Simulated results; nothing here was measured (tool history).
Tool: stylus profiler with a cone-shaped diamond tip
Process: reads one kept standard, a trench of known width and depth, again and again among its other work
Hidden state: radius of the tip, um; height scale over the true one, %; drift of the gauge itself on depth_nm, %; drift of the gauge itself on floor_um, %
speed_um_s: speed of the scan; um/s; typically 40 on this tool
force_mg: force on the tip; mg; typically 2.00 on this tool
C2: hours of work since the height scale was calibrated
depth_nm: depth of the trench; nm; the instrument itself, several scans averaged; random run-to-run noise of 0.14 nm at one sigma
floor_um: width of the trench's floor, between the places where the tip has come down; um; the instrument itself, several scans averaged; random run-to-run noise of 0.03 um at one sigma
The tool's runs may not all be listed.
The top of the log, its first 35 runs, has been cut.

{"run": 36, "day": 23.783, "speed_um_s": 13, "force_mg": 1.9, "scans with this tip": 11601, "C2": 878, "depth_nm": 506.44, "floor_um": 45.6}
{"run": 37, "day": 24.417, "speed_um_s": 13, "force_mg": 1.9, "scans with this tip": 11740, "C2": 889, "depth_nm": 506.49, "floor_um": 45.56}
{"run": 38, "day": 25.017, "speed_um_s": 43, "force_mg": 4.23, "scans with this tip": 11872, "C2": 899, "depth_nm": 511.23, "floor_um": 45.48}
{"run": 39, "day": 25.746, "speed_um_s": 43, "force_mg": 4.23, "scans with this tip": 12031, "C2": 911, "depth_nm": 511.27, "floor_um": 45.49}
{"run": 40, "day": 26.367, "speed_um_s": 43, "force_mg": 4.23, "scans with this tip": 12168, "C2": 921, "depth_nm": 511.3, "floor_um": 45.39}
{"run": 41, "day": 26.883, "speed_um_s": 49, "force_mg": 5.08, "scans with this tip": 12281, "C2": 930, "depth_nm": 512.62, "floor_um": 45.45}
{"run": 42, "day": 27.371, "speed_um_s": 49, "force_mg": 5.08, "scans with this tip": 12389, "C2": 938, "depth_nm": 512.47, "floor_um": 45.48}
{"run": 43, "day": 27.838, "speed_um_s": 16, "force_mg": 2.99, "scans with this tip": 12491, "C2": 946, "depth_nm": 509.05, "floor_um": 45.53}
{"run": 44, "day": 28.567, "speed_um_s": 30, "force_mg": 2.86, "scans with this tip": 12650, "C2": 958, "depth_nm": 508.61, "floor_um": 45.43}
{"run": 45, "day": 28.975, "speed_um_s": 15, "force_mg": 4.92, "scans with this tip": 12741, "C2": 965, "depth_nm": 512.46, "floor_um": 45.6}
{"run": 46, "day": 29.358, "speed_um_s": 15, "force_mg": 4.92, "scans with this tip": 12825, "C2": 971, "depth_nm": 512.52, "floor_um": 45.6}
{"run": 47, "day": 29.983, "speed_um_s": 35, "force_mg": 2.34, "scans with this tip": 12962, "C2": 981, "depth_nm": 507.52, "floor_um": 45.44}

Below are 3 alternative next runs, each starting from the tool's condition after run 47. Predict each:
{"run": "A", "day": 30.854, "speed_um_s": 12, "force_mg": 3.45, "scans with this tip": 13153, "C2": 996, "depth_nm": "?", "floor_um": "?"}
{"run": "B", "day": 30.854, "speed_um_s": 144, "force_mg": 3.52, "scans with this tip": 13153, "C2": 996, "depth_nm": "?", "floor_um": "?"}
{"run": "C", "day": 30.854, "speed_um_s": 21, "force_mg": 0.71, "scans with this tip": 13153, "C2": 996, "depth_nm": "?", "floor_um": "?"}

run=A depth_nm=509.64 floor_um=45.58
run=B depth_nm=510.08 floor_um=44.94
run=C depth_nm=503.50 floor_um=45.40
Had the tool no hidden state, the same runs would have come out as:
run=A depth_nm=509.64 floor_um=45.58
run=B depth_nm=510.07 floor_um=44.94
run=C depth_nm=503.49 floor_um=45.41
